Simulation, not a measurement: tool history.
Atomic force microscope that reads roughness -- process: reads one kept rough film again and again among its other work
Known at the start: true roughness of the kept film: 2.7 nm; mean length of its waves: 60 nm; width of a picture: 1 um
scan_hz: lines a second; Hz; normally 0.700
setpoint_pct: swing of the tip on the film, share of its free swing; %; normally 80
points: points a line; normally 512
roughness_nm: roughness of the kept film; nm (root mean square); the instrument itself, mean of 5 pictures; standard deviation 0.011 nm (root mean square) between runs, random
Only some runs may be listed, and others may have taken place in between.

run   hour  scan_hz  setpoint_pct  points  roughness_nm
  1    0.0    0.700            80     512         2.572
  2   19.6    0.700            80     512         2.534
      25.9  -- new tip fitted
  3   41.9    0.700            80     512         2.579
  4   53.2    0.700            80     512         2.559
  5   63.9    0.700            80     512         2.530
      74.1  -- new tip fitted
  6   82.3    0.700            80     512         2.568
  7   93.5    0.700            80     512         2.557
  8  109.4    0.700            80     512         2.546
  9  119.9    0.700            75     512         2.534
     122.2  -- new tip fitted
 10  140.1    0.700            75     512         2.552
 11  159.4    0.700            75     512         2.536
     169.9  -- new tip fitted
 12  171.7    0.700            80     512         2.572
 13  181.1    0.700            60     512         2.602
 14  201.8    0.700            60     512         2.563
 15  214.0    0.700            60     512         2.559
     218.2  -- new tip fitted
 16  232.1    0.700            60     475         2.600
 17  253.6    0.700            80     718         2.527
 18  263.9    0.700            80     512         2.510
     266.4  -- new tip fitted
 19  276.0    0.700            80     512         2.560
 20  287.8    0.700            80     512         2.562
 21  302.0    0.700            80     512         2.516
 22  311.9    0.700            80     512         2.505
     313.5  -- new tip fitted
 23  328.6    1.528            85     526         2.481
     330.6  -- height scale calibrated on a step standard
 24  343.6    1.528            85     526         2.451
 25  354.0    0.841            65     512         2.557
     362.6  -- new tip fitted
 26  368.6    0.841            87     512         2.514
 27  377.9    0.841            87     978         2.509
     391.3  -- height scale calibrated on a step standard, once more
 28  393.9    2.751            63     512         2.522
     411.2  -- new tip fitted
 29  415.7    3.242            74     354         2.463
 30  428.1    1.054            77     318         2.546
 31  442.3    1.054            77     318         2.522
 32  452.2    0.809            80     512         2.519
     458.1  -- new tip fitted
 33  470.7    3.580            77     790         2.383
 34  489.0    0.587            67     352         2.585
 35  500.1    1.712            72     279         2.479
     504.9  -- new tip fitted
 36  518.5    1.284            80     512         2.503
 37  538.9    0.750            63     512         2.563
     552.1  -- new tip fitted
 38  556.5    0.750            63     512         2.622
 39  570.9    0.750            63     512         2.587
 40  591.3    0.933            68     379         2.543
     599.0  -- new tip fitted
 41  610.0    0.933            68     379         2.575

Consider 3 possible next runs. They are alternatives, not a sequence: every one starts from the tool as it was left by run 41. What does each give?
  A  621.3    0.707            90     854             ?
  B  621.3    0.700            80     861             ?
  C  621.3    0.933            63     379             ?

run  roughness_nm
  A         2.513
  B         2.571
  C         2.563
Stripped of hidden state, with their random variation kept, the same runs would have yielded:
run  roughness_nm
  A         2.548
  B         2.607
  C         2.599
